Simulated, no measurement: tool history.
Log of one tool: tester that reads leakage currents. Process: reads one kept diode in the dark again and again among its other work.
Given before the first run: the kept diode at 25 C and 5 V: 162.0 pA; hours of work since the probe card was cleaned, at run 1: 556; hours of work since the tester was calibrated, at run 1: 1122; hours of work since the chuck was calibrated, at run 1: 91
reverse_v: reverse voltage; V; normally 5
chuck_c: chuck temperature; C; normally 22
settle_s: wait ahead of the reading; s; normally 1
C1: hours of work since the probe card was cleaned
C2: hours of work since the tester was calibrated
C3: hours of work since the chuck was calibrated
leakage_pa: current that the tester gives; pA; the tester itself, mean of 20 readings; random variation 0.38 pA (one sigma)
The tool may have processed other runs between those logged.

run 1 hour=0 | reverse_v=5 chuck_c=22 settle_s=1 | C1=556 C2=1122 C3=91 | leakage_pa=127.53
run 2 hour=73.1 | reverse_v=1.57 chuck_c=22 settle_s=1 | C1=598 C2=1164 C3=133 | leakage_pa=63.43
run 3 hour=165.3 | reverse_v=1.57 chuck_c=22 settle_s=1 | C1=651 C2=1218 C3=186 | leakage_pa=63.11
run 4 hour=254.9 | reverse_v=5.68 chuck_c=22 settle_s=1 | C1=703 C2=1269 C3=238 | leakage_pa=136.72
run 5 hour=352.3 | reverse_v=5 chuck_c=22 settle_s=0.98 | C1=759 C2=1326 C3=294 | leakage_pa=126.53
run 6 hour=421.6 | reverse_v=5 chuck_c=54 settle_s=1 | C1=799 C2=1366 C3=334 | leakage_pa=1664.46
run 7 hour=491.4 | reverse_v=5 chuck_c=22 settle_s=1 | C1=840 C2=1406 C3=374 | leakage_pa=127.24
run 8 hour=558.4 | reverse_v=2.9 chuck_c=22 settle_s=1 | C1=878 C2=1444 C3=413 | leakage_pa=91.49
run 9 hour=664.8 | reverse_v=1.65 chuck_c=22 settle_s=1 | C1=940 C2=1506 C3=475 | leakage_pa=64.5
run 10 hour=771.1 | reverse_v=5 chuck_c=22 settle_s=0.48 | C1=1001 C2=1567 C3=536 | leakage_pa=127.98
run 11 hour=820.5 | reverse_v=1.37 chuck_c=22 settle_s=1 | C1=1030 C2=1596 C3=564 | leakage_pa=57.98
run 12 hour=903.3 | reverse_v=6.14 chuck_c=28 settle_s=1.4 | C1=1077 C2=1644 C3=612 | leakage_pa=240.68
run 13 hour=1001.9 | reverse_v=6.14 chuck_c=28 settle_s=1.4 | C1=1134 C2=1701 C3=669 | leakage_pa=239.61
run 14 hour=1106.9 | reverse_v=12.35 chuck_c=46 settle_s=1.13 | C1=1195 C2=1761 C3=730 | leakage_pa=1553.45

The next listed run, before its measurement:
run 15 hour=1196 | reverse_v=2.02 chuck_c=58 settle_s=2.17 | C1=1246 C2=1813 C3=781 | leakage_pa=?

leakage_pa: 1278.58 pA
With no hidden state in the tool, this same run would have given leakage_pa 1301.11 pA.
